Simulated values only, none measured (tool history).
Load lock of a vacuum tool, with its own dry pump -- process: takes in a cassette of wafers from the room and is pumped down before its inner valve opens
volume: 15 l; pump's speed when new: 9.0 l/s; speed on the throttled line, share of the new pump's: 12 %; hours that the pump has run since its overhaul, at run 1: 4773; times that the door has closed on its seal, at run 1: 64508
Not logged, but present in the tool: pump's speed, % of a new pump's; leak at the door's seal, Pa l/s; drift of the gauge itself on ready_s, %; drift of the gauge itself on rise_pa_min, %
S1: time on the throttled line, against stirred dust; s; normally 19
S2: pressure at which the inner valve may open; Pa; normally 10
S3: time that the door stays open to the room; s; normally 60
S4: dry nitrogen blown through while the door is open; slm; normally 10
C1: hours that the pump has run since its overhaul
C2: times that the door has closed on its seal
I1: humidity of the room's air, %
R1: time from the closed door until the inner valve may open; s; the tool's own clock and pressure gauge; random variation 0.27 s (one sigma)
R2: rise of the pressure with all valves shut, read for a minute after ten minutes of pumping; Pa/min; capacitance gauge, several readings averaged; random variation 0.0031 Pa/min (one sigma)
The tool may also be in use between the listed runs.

Run 1, hour 0: usual settings; C1 4773; C2 64508; I1 45.9. Result: R1 32.3 s, R2 0.066 Pa/min.
Run 2, hour 201.5: usual settings; C1 4975; C2 65363; I1 45.4. Result: R1 31.5 s, R2 0.055 Pa/min.
Run 3, hour 367: usual settings but S3 40 s; C1 5140; C2 66066; I1 46.1. Result: R1 32.1 s, R2 0.056 Pa/min.
Run 4, hour 656.6: usual settings but S3 40 s; C1 5430; C2 67296; I1 46.9. Result: R1 32.5 s, R2 0.058 Pa/min.
Run 5, hour 938.2: usual settings but S3 40 s; C1 5711; C2 68492; I1 42. Result: R1 32.2 s, R2 0.05 Pa/min.
Run 6, hour 1142.2: usual settings but S3 40 s; C1 5915; C2 69358; I1 45.2. Result: R1 32.5 s, R2 0.051 Pa/min.
Run 7, hour 1460.5: usual settings but S2 19 Pa; C1 6234; C2 70710; I1 45.3. Result: R1 31 s, R2 0.059 Pa/min.
At hour 1765.8: door's seal changed, seat wiped.
Run 8, hour 1836.1: usual settings but S3 40 s; C1 6608; C2 298; I1 47.4. Result: R1 31.9 s, R2 0.046 Pa/min.
Run 9, hour 2127.3: usual settings but S4 17 slm; C1 6899; C2 1535; I1 42.7. Result: R1 32.3 s, R2 0.04 Pa/min.
Run 10, hour 2316.3: usual settings but S4 17 slm; C1 7088; C2 2337; I1 42.4. Result: R1 32.6 s, R2 0.048 Pa/min.
Run 11, hour 2597.8: usual settings but S1 13 s; C1 7369; C2 3532; I1 45.9. Result: R1 26.8 s, R2 0.058 Pa/min.
Run 12, hour 2845.4: usual settings but S1 13 s; C1 7617; C2 4584; I1 44.4. Result: R1 26.7 s, R2 0.054 Pa/min.
Run 13, hour 3076.4: usual settings but S1 15 s; C1 7848; C2 5565; I1 45.2. Result: R1 28.9 s, R2 0.055 Pa/min.
Run 14, hour 3339.7: usual settings but S1 25 s; C1 8111; C2 6683; I1 45.2. Result: R1 37.7 s, R2 0.061 Pa/min.
Run 15, hour 3546.3: usual settings but S2 9 Pa; C1 8318; C2 7560; I1 43.3. Result: R1 32.1 s, R2 0.052 Pa/min.
Run 16, hour 3881.2: usual settings but S2 9 Pa; C1 8653; C2 8982; I1 44.6. Result: R1 32.3 s, R2 0.057 Pa/min.
Run 17, hour 4183.8: usual settings but S2 9 Pa; C1 8955; C2 10267; I1 43.2. Result: R1 32.4 s, R2 0.049 Pa/min.
Run 18, hour 4552.4: usual settings but S2 12 Pa; C1 9324; C2 11832; I1 46.2. Result: R1 31.6 s, R2 0.062 Pa/min.
Run 19, hour 4840.8: usual settings but S1 36 s, S3 212 s; C1 9612; C2 13057; I1 43.3. Result: R1 47.1 s, R2 0.112 Pa/min.
Run 20, hour 5133.5: usual settings but S1 12 s, S2 11 Pa, S3 43 s, S4 24 slm; C1 9905; C2 14300; I1 46.2. Result: R1 25.8 s, R2 0.039 Pa/min.
Run 21, hour 5467.1: usual settings but S1 29 s, S2 16 Pa; C1 10239; C2 15716; I1 43.8. Result: R1 40.2 s, R2 0.053 Pa/min.
Run 22, hour 5714.2: usual settings but S1 29 s, S2 16 Pa; C1 10486; C2 16766; I1 41.7. Result: R1 40 s, R2 0.054 Pa/min.

Run 23 comes next. What will it give?
Run 23, hour 6043.6: usual settings but S1 30 s, S2 16 Pa, S3 51 s; C1 10815; C2 18164; I1 44.9. Result: R1 ?, R2 ?.

{"run 23": {"R1": 41.2, "R2": 0.054}}
Without the tool's hidden state the same run would have given R1 41.2 s, R2 0.054 Pa/min.

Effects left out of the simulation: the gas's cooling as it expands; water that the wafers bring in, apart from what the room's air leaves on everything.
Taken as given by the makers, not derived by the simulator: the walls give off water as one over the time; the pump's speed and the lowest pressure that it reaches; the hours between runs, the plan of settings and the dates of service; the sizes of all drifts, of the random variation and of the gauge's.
